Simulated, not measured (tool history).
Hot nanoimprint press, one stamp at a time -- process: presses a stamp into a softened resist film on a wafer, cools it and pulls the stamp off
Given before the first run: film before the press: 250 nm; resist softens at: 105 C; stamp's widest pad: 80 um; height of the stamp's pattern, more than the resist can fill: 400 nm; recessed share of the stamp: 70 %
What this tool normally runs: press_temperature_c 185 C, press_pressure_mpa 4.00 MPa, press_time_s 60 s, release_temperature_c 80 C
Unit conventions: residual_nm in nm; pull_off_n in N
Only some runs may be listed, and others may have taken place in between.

run     day  press_temperature_c  press_pressure_mpa  press_time_s  release_temperature_c  residual_nm  pull_off_n
  1   0.000                  185                4.00            60                     80        140.2         230
  2   1.517                  185                4.00            60                     80        140.4         226
  3   3.242                  185                5.98            60                     80        115.4         235
  4   4.371                  185                5.98            60                     80        112.6         245
  5   5.904                  185                5.98            60                     80        113.7         246
  6   7.250                  185                5.98            60                     80        113.2         243
      8.229  -- stamp cleaned and given a new release coat
  7   9.212                  185                5.98            60                     80        112.8         207
  8   9.967                  185                5.98            60                     80        112.6         212
     10.212  -- plate thermocouple calibrated
  9  11.721                  185                5.98            60                     80        111.7         213
 10  12.938                  185                4.00            60                     80        136.3         216
 11  13.712                  194                4.00            60                     80         92.9         222
 12  14.729                  185                4.00            81                     80        122.8         219
     15.629  -- plate thermocouple calibrated, once more
 13  15.671                  185                4.00            81                     80        132.9         227
 14  16.733                  185                4.00            81                     80        131.6         229
 15  17.996                  185                4.00            60                     80        141.9         238
 16  18.983                  177                4.00            35                     77        207.3         243
 17  19.846                  176                3.38            91                     83        186.4         235
 18  21.321                  176                4.98            91                     70        161.6         265
 19  22.792                  176                4.98            91                     70        163.7         265
     23.975  -- stamp cleaned and given a new release coat
 20  24.567                  176                4.98            91                     70        162.3         226
 21  25.654                  185                2.72            69                     80        164.3         207
 22  27.362                  185                2.72            60                     80        168.1         210
 23  28.404                  185                2.72            60                     80        169.6         214
 24  29.867                  185                5.27            60                     80        122.1         227
 25  30.592                  185                5.27            60                     80        124.3         227
 26  32.125                  185                4.00            45                     86        153.1         218
 27  32.829                  185                3.82            59                     81        145.7         228
 28  33.604                  189                3.30            82                     82        119.5         232
 29  34.800                  190                5.94            34                     72        114.0         251

Here are 3 independent what-if runs from the current tool condition. What would each one return?
  A  36.338                  188                4.00            60                     79            ?           ?
  B  36.338                  190                4.86            70                     71            ?           ?
  C  36.338                  188                3.38            60                     80            ?           ?

run  residual_nm  pull_off_n
  A        125.2         241
  B         98.1         262
  C        134.6         247
Without the tool's hidden state the same runs would have given:
run  residual_nm  pull_off_n
  A        127.4         208
  B         99.9         226
  C        137.0         213
